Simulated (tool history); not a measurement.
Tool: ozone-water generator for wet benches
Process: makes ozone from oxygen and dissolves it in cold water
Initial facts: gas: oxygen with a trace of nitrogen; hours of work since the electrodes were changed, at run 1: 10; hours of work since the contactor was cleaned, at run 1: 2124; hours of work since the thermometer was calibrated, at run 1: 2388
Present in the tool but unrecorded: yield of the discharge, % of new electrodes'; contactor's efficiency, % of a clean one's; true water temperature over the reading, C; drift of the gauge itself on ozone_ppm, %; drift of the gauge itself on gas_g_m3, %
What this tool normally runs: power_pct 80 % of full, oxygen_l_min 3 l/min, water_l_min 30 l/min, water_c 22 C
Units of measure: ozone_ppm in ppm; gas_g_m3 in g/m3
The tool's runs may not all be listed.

| run | hour | power_pct | oxygen_l_min | water_l_min | water_c | hours of work since the electrodes were changed | hours of work since the contactor was cleaned | hours of work since the thermometer was calibrated | ozone_ppm | gas_g_m3 |
|---|---|---|---|---|---|---|---|---|---|---|
| 1 | 0 | 80 | 3 | 30 | 22 | 10 | 2124 | 2388 | 12.4 | 259.2 |
| 2 | 38.3 | 80 | 3 | 39 | 22 | 38 | 2152 | 2417 | 9.4 | 258.3 |
| 3 | 74.9 | 80 | 3 | 30 | 28 | 65 | 2179 | 2444 | 11.8 | 258.8 |
| 4 | 101.5 | 80 | 3 | 30 | 28 | 85 | 2199 | 2463 | 11.9 | 259.3 |
| 5 | 119.7 | 80 | 3 | 30 | 20 | 98 | 2212 | 2477 | 12.7 | 257.1 |
| 6 | 150.4 | 80 | 3 | 30 | 20 | 121 | 2235 | 2499 | 12.7 | 256.2 |
| 7 | 185.1 | 80 | 2.04 | 30 | 22 | 146 | 2260 | 2525 | 11.8 | 327.2 |
| 8 | 211.3 | 80 | 2.04 | 30 | 22 | 166 | 2280 | 2544 | 11.6 | 325.4 |
| 9 | 229.5 | 80 | 2.04 | 30 | 22 | 179 | 2293 | 2557 | 11.8 | 324.6 |
| 10 | 264.6 | 80 | 3 | 30 | 22 | 205 | 2319 | 2583 | 12.4 | 258.6 |
| 11 | 285 | 80 | 3 | 18 | 22 | 220 | 2334 | 2598 | 20.4 | 255.4 |
| 12 | 319.4 | 80 | 3 | 30 | 22 | 245 | 2359 | 2624 | 12.4 | 256.9 |
| 13 | 345.8 | 80 | 3 | 30 | 22 | 265 | 2379 | 2643 | 12.2 | 258.7 |
| 14 | 362.8 | 80 | 3 | 30 | 22 | 277 | 2391 | 2655 | 12.3 | 256.6 |
| 15 | 385.7 | 80 | 3 | 30 | 22 | 294 | 2408 | 2672 | 12.5 | 257.5 |
| 16 | 418.3 | 80 | 3 | 30 | 22 | 318 | 2432 | 2696 | 12.3 | 258.3 |
| 17 | 446.6 | 80 | 3 | 30 | 22 | 339 | 2453 | 2717 | 12.5 | 256.8 |
| 18 | 482.1 | 70 | 3 | 44 | 22 | 365 | 2479 | 2743 | 7.3 | 235.7 |
| 19 | 509.3 | 70 | 3 | 44 | 22 | 385 | 2499 | 2763 | 7.5 | 237 |
| 20 | 533.4 | 80 | 4.49 | 27 | 22 | 403 | 2517 | 2781 | 14.4 | 201 |
| 21 | 570.2 | 80 | 4.49 | 27 | 22 | 430 | 2544 | 2808 | 14.4 | 202.2 |
| 22 | 595.7 | 70 | 1.65 | 27 | 24 | 449 | 2563 | 2827 | 11.4 | 339.6 |
| 23 | 621.9 | 70 | 1.65 | 27 | 24 | 468 | 2582 | 2846 | 11.4 | 340.5 |
| 24 | 645.5 | 52 | 3 | 30 | 22 | 485 | 2599 | 2864 | 9.8 | 200.1 |
| 25 | 672.6 | 60 | 1.74 | 37 | 15 | 505 | 2619 | 2883 | 7.6 | 302.1 |
| 26 | 710.2 | 52 | 5.03 | 37 | 15 | 533 | 2647 | 2911 | 8.8 | 145.5 |
| 27 | 726.1 | 52 | 5.03 | 37 | 15 | 545 | 2659 | 2923 | 8.7 | 146.6 |
| 28 | 761.7 | 52 | 5.03 | 37 | 15 | 571 | 2685 | 2949 | 8.6 | 145.4 |
| 29 | 793.5 | 52 | 5.03 | 35 | 15 | 594 | 2708 | 2973 | 9.2 | 147.6 |
| 30 | 824.3 | 80 | 3 | 21 | 20 | 617 | 2731 | 2995 | 18.1 | 254.3 |
| 31 | 861.7 | 94 | 3 | 41 | 22 | 644 | 2758 | 3023 | 9.5 | 279.6 |
| 32 | 885.7 | 92 | 3 | 28 | 22 | 662 | 2776 | 3040 | 14.2 | 277.5 |
|  | 899.6 | water thermometer calibrated |
| 33 | 923.3 | 97 | 2.76 | 27 | 22 | 690 | 2803 | 17 | 15.2 | 299.8 |

4 options for the next run, each taken on its own from the tool as it stands now. Forecast them:
| A | 944.6 | 67 | 2.51 | 18 | 22 | 705 | 2819 | 33 | ? | ? |
| B | 944.6 | 75 | 3 | 32 | 19 | 705 | 2819 | 33 | ? | ? |
| C | 944.6 | 97 | 2.76 | 27 | 14 | 705 | 2819 | 33 | ? | ? |
| D | 944.6 | 80 | 3 | 43 | 22 | 705 | 2819 | 33 | ? | ? |

| run | ozone_ppm | gas_g_m3 |
|---|---|---|
| A | 18.2 | 255.5 |
| B | 11.2 | 245.5 |
| C | 16 | 299.9 |
| D | 8.2 | 256 |
With the hidden condition removed and each run's random variation left untouched, the same runs would have given:
| run | ozone_ppm | gas_g_m3 |
|---|---|---|
| A | 18.7 | 257.1 |
| B | 11.5 | 247.1 |
| C | 16.5 | 302.1 |
| D | 8.5 | 257.7 |

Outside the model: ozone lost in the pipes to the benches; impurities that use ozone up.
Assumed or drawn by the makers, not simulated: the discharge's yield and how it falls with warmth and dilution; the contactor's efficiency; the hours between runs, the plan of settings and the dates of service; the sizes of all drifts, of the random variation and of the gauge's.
